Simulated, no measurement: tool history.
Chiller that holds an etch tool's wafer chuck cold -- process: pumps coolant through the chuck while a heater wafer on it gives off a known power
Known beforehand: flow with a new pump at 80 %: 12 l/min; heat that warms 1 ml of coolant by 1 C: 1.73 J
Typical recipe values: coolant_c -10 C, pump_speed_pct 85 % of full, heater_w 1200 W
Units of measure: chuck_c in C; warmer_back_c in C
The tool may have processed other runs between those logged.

{"run": 1, "hour": 0.0, "coolant_c": -10, "pump_speed_pct": 85, "heater_w": 1200, "chuck_c": 5, "warmer_back_c": 3.34}
{"run": 2, "hour": 35.7, "coolant_c": -10, "pump_speed_pct": 68, "heater_w": 1200, "chuck_c": 7.8, "warmer_back_c": 4.1}
{"run": 3, "hour": 75.7, "coolant_c": -10, "pump_speed_pct": 68, "heater_w": 1200, "chuck_c": 7.7, "warmer_back_c": 4.14}
{"run": 4, "hour": 102.9, "coolant_c": -10, "pump_speed_pct": 68, "heater_w": 1200, "chuck_c": 7.8, "warmer_back_c": 4.13}
{"run": 5, "hour": 141.6, "coolant_c": -10, "pump_speed_pct": 64, "heater_w": 1200, "chuck_c": 8.5, "warmer_back_c": 4.47}
{"run": 6, "hour": 181.7, "coolant_c": -10, "pump_speed_pct": 64, "heater_w": 778, "chuck_c": 2.2, "warmer_back_c": 2.91}
{"run": 7, "hour": 215.3, "coolant_c": -10, "pump_speed_pct": 64, "heater_w": 778, "chuck_c": 2.2, "warmer_back_c": 2.87}
{"run": 8, "hour": 235.3, "coolant_c": -10, "pump_speed_pct": 96, "heater_w": 1200, "chuck_c": 4.1, "warmer_back_c": 2.93}
{"run": 9, "hour": 268.6, "coolant_c": -10, "pump_speed_pct": 85, "heater_w": 1200, "chuck_c": 5.2, "warmer_back_c": 3.32}
{"run": 10, "hour": 285.2, "coolant_c": -10, "pump_speed_pct": 85, "heater_w": 1200, "chuck_c": 5.2, "warmer_back_c": 3.31}
{"run": 11, "hour": 322.9, "coolant_c": -10, "pump_speed_pct": 85, "heater_w": 1200, "chuck_c": 5.1, "warmer_back_c": 3.37}
{"run": 12, "hour": 363.9, "coolant_c": -10, "pump_speed_pct": 85, "heater_w": 1200, "chuck_c": 5.3, "warmer_back_c": 3.29}
{"run": 13, "hour": 393.8, "coolant_c": -10, "pump_speed_pct": 85, "heater_w": 1200, "chuck_c": 5.4, "warmer_back_c": 3.27}
{"run": 14, "hour": 423.1, "coolant_c": -10, "pump_speed_pct": 85, "heater_w": 694, "chuck_c": -1.1, "warmer_back_c": 1.89}
{"run": 15, "hour": 453.6, "coolant_c": -10, "pump_speed_pct": 85, "heater_w": 1134, "chuck_c": 4.5, "warmer_back_c": 3.15}
{"run": 16, "hour": 484.9, "coolant_c": -10, "pump_speed_pct": 85, "heater_w": 1775, "chuck_c": 12.7, "warmer_back_c": 4.91}
{"run": 17, "hour": 515.6, "coolant_c": -10, "pump_speed_pct": 85, "heater_w": 1775, "chuck_c": 12.5, "warmer_back_c": 4.9}
{"run": 18, "hour": 542.4, "coolant_c": -6, "pump_speed_pct": 85, "heater_w": 1775, "chuck_c": 16.6, "warmer_back_c": 4.91}
{"run": 19, "hour": 583.2, "coolant_c": -10, "pump_speed_pct": 81, "heater_w": 1248, "chuck_c": 6.6, "warmer_back_c": 3.63}
{"run": 20, "hour": 616.8, "coolant_c": -10, "pump_speed_pct": 81, "heater_w": 1248, "chuck_c": 6.6, "warmer_back_c": 3.63}
{"run": 21, "hour": 649.3, "coolant_c": -10, "pump_speed_pct": 85, "heater_w": 1382, "chuck_c": 7.9, "warmer_back_c": 3.81}
{"run": 22, "hour": 684.3, "coolant_c": -10, "pump_speed_pct": 65, "heater_w": 1382, "chuck_c": 11.7, "warmer_back_c": 5}
{"run": 23, "hour": 714.1, "coolant_c": -10, "pump_speed_pct": 65, "heater_w": 1382, "chuck_c": 11.8, "warmer_back_c": 5.04}
{"run": 24, "hour": 744.3, "coolant_c": -10, "pump_speed_pct": 65, "heater_w": 1382, "chuck_c": 11.6, "warmer_back_c": 5.05}
{"run": 25, "hour": 784.1, "coolant_c": -2, "pump_speed_pct": 60, "heater_w": 1616, "chuck_c": 24.7, "warmer_back_c": 6.35}

Forecast run 26:
{"run": 26, "hour": 809.0, "coolant_c": -9, "pump_speed_pct": 60, "heater_w": 695, "chuck_c": "?", "warmer_back_c": "?"}

Logged for run 26: chuck_c 2.8 C, warmer_back_c 2.8 C.
Take away the tool's hidden state, keep the run-to-run variation as it was, and the same run would have given chuck_c 0.5 C, warmer_back_c 2.74 C.
